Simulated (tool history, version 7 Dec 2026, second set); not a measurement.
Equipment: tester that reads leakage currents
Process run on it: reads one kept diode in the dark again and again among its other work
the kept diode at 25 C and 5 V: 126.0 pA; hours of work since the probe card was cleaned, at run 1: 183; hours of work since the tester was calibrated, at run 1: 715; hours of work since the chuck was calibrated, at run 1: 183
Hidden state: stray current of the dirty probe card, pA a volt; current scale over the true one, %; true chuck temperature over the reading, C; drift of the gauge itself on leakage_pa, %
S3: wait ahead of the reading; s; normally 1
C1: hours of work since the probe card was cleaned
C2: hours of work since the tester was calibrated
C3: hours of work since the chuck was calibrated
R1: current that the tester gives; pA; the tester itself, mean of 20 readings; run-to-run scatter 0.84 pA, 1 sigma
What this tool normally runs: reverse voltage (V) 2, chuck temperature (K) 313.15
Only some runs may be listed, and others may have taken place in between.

{"run": 1, "hour": 0.0, "reverse voltage (V)": 2, "chuck temperature (K)": 313.15, "S3": 1, "C1": 183, "C2": 715, "C3": 183, "R1": 278.93}
{"run": 2, "hour": 179.6, "reverse voltage (V)": 2, "chuck temperature (K)": 313.15, "S3": 1, "C1": 276, "C2": 807, "C3": 276, "R1": 282.91}
{"run": 3, "hour": 313.5, "reverse voltage (V)": 2, "chuck temperature (K)": 313.15, "S3": 1, "C1": 344, "C2": 876, "C3": 344, "R1": 285.47}
{"run": 4, "hour": 451.5, "reverse voltage (V)": 2, "chuck temperature (K)": 313.15, "S3": 1, "C1": 415, "C2": 947, "C3": 415, "R1": 286.84}
{"run": 5, "hour": 570.6, "reverse voltage (V)": 2, "chuck temperature (K)": 317.15, "S3": 1, "C1": 476, "C2": 1008, "C3": 476, "R1": 386.58}
{"run": 6, "hour": 763.3, "reverse voltage (V)": 2, "chuck temperature (K)": 317.15, "S3": 1, "C1": 575, "C2": 1107, "C3": 575, "R1": 388.74}
{"run": 7, "hour": 930.5, "reverse voltage (V)": 2, "chuck temperature (K)": 317.15, "S3": 1, "C1": 661, "C2": 1193, "C3": 661, "R1": 394.14}
{"run": 8, "hour": 1050.2, "reverse voltage (V)": 2, "chuck temperature (K)": 317.15, "S3": 1, "C1": 722, "C2": 1254, "C3": 722, "R1": 395.29}
{"run": 9, "hour": 1203.6, "reverse voltage (V)": 2, "chuck temperature (K)": 317.15, "S3": 1, "C1": 801, "C2": 1333, "C3": 801, "R1": 396.1}
{"run": 10, "hour": 1396.3, "reverse voltage (V)": 2, "chuck temperature (K)": 313.15, "S3": 1, "C1": 900, "C2": 1432, "C3": 900, "R1": 300.27}
{"run": 11, "hour": 1533.3, "reverse voltage (V)": 2, "chuck temperature (K)": 313.15, "S3": 1, "C1": 970, "C2": 1502, "C3": 970, "R1": 301.86}
{"run": 12, "hour": 1637.9, "reverse voltage (V)": 5.4, "chuck temperature (K)": 324.15, "S3": 1.76, "C1": 1024, "C2": 1556, "C3": 1024, "R1": 987.27}
{"run": 13, "hour": 1777.0, "reverse voltage (V)": 10.2, "chuck temperature (K)": 319.15, "S3": 2.88, "C1": 1095, "C2": 1627, "C3": 1095, "R1": 904.28}
{"run": 14, "hour": 1944.5, "reverse voltage (V)": 13.28, "chuck temperature (K)": 303.15, "S3": 3.15, "C1": 1181, "C2": 1713, "C3": 1181, "R1": 311.28}
{"run": 15, "hour": 2131.9, "reverse voltage (V)": 13.28, "chuck temperature (K)": 303.15, "S3": 3.15, "C1": 1278, "C2": 1809, "C3": 1278, "R1": 313.72}
{"run": 16, "hour": 2306.5, "reverse voltage (V)": 13.28, "chuck temperature (K)": 303.15, "S3": 3.15, "C1": 1367, "C2": 1899, "C3": 1367, "R1": 317.3}
{"run": 17, "hour": 2425.5, "reverse voltage (V)": 11.55, "chuck temperature (K)": 300.15, "S3": 6.46, "C1": 1428, "C2": 1960, "C3": 1428, "R1": 238.04}
{"run": 18, "hour": 2583.1, "reverse voltage (V)": 11.55, "chuck temperature (K)": 300.15, "S3": 6.46, "C1": 1509, "C2": 2041, "C3": 1509, "R1": 242.41}
{"run": 19, "hour": 2687.8, "reverse voltage (V)": 11.55, "chuck temperature (K)": 300.15, "S3": 2.99, "C1": 1563, "C2": 2094, "C3": 1563, "R1": 244.89}
{"run": 20, "hour": 2800.5, "reverse voltage (V)": 7.47, "chuck temperature (K)": 295.15, "S3": 4.82, "C1": 1621, "C2": 2152, "C3": 1621, "R1": 138.44}
{"run": 21, "hour": 2931.6, "reverse voltage (V)": 2, "chuck temperature (K)": 313.15, "S3": 4.63, "C1": 1688, "C2": 2220, "C3": 1688, "R1": 323.25}
{"run": 22, "hour": 3083.6, "reverse voltage (V)": 2, "chuck temperature (K)": 306.15, "S3": 4.63, "C1": 1766, "C2": 2298, "C3": 1766, "R1": 193.22}

Each row is a separate what-if for the run after 22, all from the same tool condition, not one after another. Results?
{"run": "A", "hour": 3207.8, "reverse voltage (V)": 2, "chuck temperature (K)": 310.15, "S3": 1, "C1": 1830, "C2": 2361, "C3": 1830, "R1": "?"}
{"run": "B", "hour": 3207.8, "reverse voltage (V)": 2, "chuck temperature (K)": 306.15, "S3": 4.85, "C1": 1830, "C2": 2361, "C3": 1830, "R1": "?"}
{"run": "C", "hour": 3207.8, "reverse voltage (V)": 2.19, "chuck temperature (K)": 297.15, "S3": 4, "C1": 1830, "C2": 2361, "C3": 1830, "R1": "?"}

run=A R1=264.18
run=B R1=195.17
run=C R1=100.44
The same runs, with their run-to-run variation unchanged, on a tool lacking any hidden condition would have given:
run=A R1=223.9
run=B R1=164.5
run=C R1=83.44

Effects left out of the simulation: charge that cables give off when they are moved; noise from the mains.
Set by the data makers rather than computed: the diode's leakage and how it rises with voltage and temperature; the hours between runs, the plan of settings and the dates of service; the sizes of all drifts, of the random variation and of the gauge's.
